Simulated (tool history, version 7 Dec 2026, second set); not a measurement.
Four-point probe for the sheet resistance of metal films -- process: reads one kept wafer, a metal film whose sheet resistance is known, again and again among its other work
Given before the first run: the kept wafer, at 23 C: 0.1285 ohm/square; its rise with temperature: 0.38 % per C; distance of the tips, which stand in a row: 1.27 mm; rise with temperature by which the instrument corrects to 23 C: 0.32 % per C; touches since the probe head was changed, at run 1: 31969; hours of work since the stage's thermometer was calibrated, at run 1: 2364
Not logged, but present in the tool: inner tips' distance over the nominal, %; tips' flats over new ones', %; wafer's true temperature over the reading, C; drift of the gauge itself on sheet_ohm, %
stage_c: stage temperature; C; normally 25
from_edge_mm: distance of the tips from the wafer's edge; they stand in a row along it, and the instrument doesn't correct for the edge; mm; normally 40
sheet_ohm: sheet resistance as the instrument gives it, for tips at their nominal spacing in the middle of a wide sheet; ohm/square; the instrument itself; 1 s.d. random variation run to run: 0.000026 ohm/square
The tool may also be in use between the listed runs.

run,hour,stage_c,from_edge_mm,touches since the probe head was changed,hours of work since the stage's thermometer was calibrated,sheet_ohm
1,0,25,40,31969,2364,0.129293
2,81.5,25,40,34617,2429,0.129378
3,167.5,25,40,37407,2497,0.129413
4,255.9,25,14,40278,2568,0.13001
# hour 271.8: stage's thermometer calibrated
5,356,25,14,43512,67,0.13019
6,423.3,25,3,45696,121,0.140988
7,477.2,25,3,47446,164,0.141004
8,570.9,25,5,50489,238,0.13407
9,651.2,21,5,53095,302,0.133868
# hour 740: stage's thermometer calibrated, once more
10,740,21,5,55962,0,0.133274
11,824.4,21,5,58704,67,0.133317
12,867.9,21,5,60115,102,0.133386
13,959.6,25,40,63091,175,0.129475
14,1011.4,19,40,64774,216,0.129053
15,1093.1,19,40,67427,281,0.12911
16,1149.2,19,40,69249,326,0.129076
17,1199.7,25,40,70887,366,0.129633
18,1287.6,25,40,73743,436,0.129648
19,1370.4,25,40,76431,502,0.129716
20,1422.4,25,40,78119,543,0.129805
21,1510.5,25,40,80978,614,0.129827
22,1568.1,25,4,82849,659,0.136485
23,1654,25,4,85639,728,0.136528
# hour 1676.5: new probe head fitted
24,1708.3,35,68,1033,770,0.130117
25,1801,26,9,4042,844,0.130858
26,1844,25,39,5440,878,0.129491
27,1901.7,23,4,7313,924,0.135967
28,1990.4,20,15,10192,995,0.129631
29,2031.3,20,15,11520,1028,0.129652
30,2127.1,19,31,14630,1104,0.12924
31,2186.3,20,7,16551,1151,0.131508
32,2267.2,20,3,19179,1215,0.140581
33,2323,19,14,20989,1260,0.129822
34,2417,23,13,24043,1335,0.130289
35,2498.8,23,6,26698,1400,0.132775
36,2558.9,31,8,28650,1448,0.132057
37,2643.4,27,45,31393,1515,0.130147

What does the tool deliver on the next run?
38,2734.6,27,45,34353,1588,?

{"run 38": {"sheet_ohm": 0.130237}}
With no hidden state in the tool, this same run would have given sheet_ohm 0.128883 ohm/square.
